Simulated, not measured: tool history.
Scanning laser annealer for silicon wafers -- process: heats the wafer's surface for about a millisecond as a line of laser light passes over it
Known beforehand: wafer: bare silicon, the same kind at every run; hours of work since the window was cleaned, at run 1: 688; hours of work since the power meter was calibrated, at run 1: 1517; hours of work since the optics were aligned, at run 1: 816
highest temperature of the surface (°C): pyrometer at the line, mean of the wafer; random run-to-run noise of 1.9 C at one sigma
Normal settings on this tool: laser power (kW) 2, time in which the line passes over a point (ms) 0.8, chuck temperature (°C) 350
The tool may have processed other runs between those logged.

| run | hour | laser power (kW) | time in which the line passes over a point (ms) | chuck temperature (°C) | hours of work since the window was cleaned | hours of work since the power meter was calibrated | hours of work since the optics were aligned | highest temperature of the surface (°C) |
|---|---|---|---|---|---|---|---|---|
| 1 | 0 | 2 | 0.8 | 350 | 688 | 1517 | 816 | 1077 |
| 2 | 58.9 | 2 | 0.8 | 350 | 728 | 1557 | 856 | 1076 |
| 3 | 109.1 | 2 | 0.8 | 350 | 762 | 1591 | 890 | 1074 |
| 4 | 180.8 | 2 | 0.8 | 350 | 810 | 1640 | 939 | 1073 |
| 5 | 212.8 | 2 | 0.8 | 350 | 832 | 1661 | 960 | 1072 |
|  | 278.2 | window over the wafer cleaned |
| 6 | 285.8 | 2 | 0.8 | 350 | 5 | 1709 | 1008 | 1102 |
| 7 | 348.2 | 2 | 0.8 | 350 | 47 | 1751 | 1050 | 1099 |
| 8 | 417.6 | 2.133 | 0.8 | 350 | 94 | 1798 | 1097 | 1139 |
| 9 | 461.6 | 2.133 | 0.8 | 350 | 124 | 1828 | 1127 | 1138 |
| 10 | 498.2 | 2.133 | 0.8 | 350 | 149 | 1853 | 1152 | 1139 |
| 11 | 564.4 | 2.133 | 0.8 | 350 | 193 | 1898 | 1197 | 1135 |
| 12 | 631.6 | 2.133 | 0.8 | 350 | 239 | 1943 | 1242 | 1132 |
| 13 | 701.1 | 2 | 0.8 | 350 | 286 | 1990 | 1289 | 1088 |
| 14 | 744.5 | 2 | 0.613 | 350 | 315 | 2019 | 1318 | 984 |
| 15 | 813.2 | 2 | 0.613 | 350 | 362 | 2066 | 1365 | 985 |
| 16 | 845.1 | 2 | 0.8 | 350 | 383 | 2087 | 1386 | 1081 |
| 17 | 919.2 | 2 | 0.8 | 350 | 433 | 2137 | 1437 | 1078 |
| 18 | 976.8 | 2 | 0.8 | 350 | 472 | 2176 | 1476 | 1080 |
| 19 | 1033.3 | 2 | 0.8 | 350 | 511 | 2215 | 1514 | 1075 |
| 20 | 1094.1 | 1.892 | 0.855 | 350 | 552 | 2256 | 1555 | 1064 |
| 21 | 1150.5 | 1.892 | 0.982 | 349 | 590 | 2294 | 1593 | 1116 |
| 22 | 1187.5 | 1.82 | 0.982 | 342 | 615 | 2319 | 1618 | 1077 |
| 23 | 1233.8 | 1.833 | 0.836 | 370 | 646 | 2350 | 1649 | 1049 |
| 24 | 1288.9 | 2 | 0.8 | 389 | 683 | 2387 | 1687 | 1106 |
| 25 | 1335.7 | 2 | 0.8 | 389 | 715 | 2419 | 1718 | 1108 |

For run 26, what comes out?
|  | 1379.9 | optics aligned, line set to its width |
| 26 | 1417.6 | 2.164 | 0.8 | 335 | 767 | 2471 | 26 | ? |

highest temperature of the surface (°C): 1119
Take away the tool's hidden state, keep the run-to-run variation as it was, and the same run would have given highest temperature of the surface (°C) 1157.
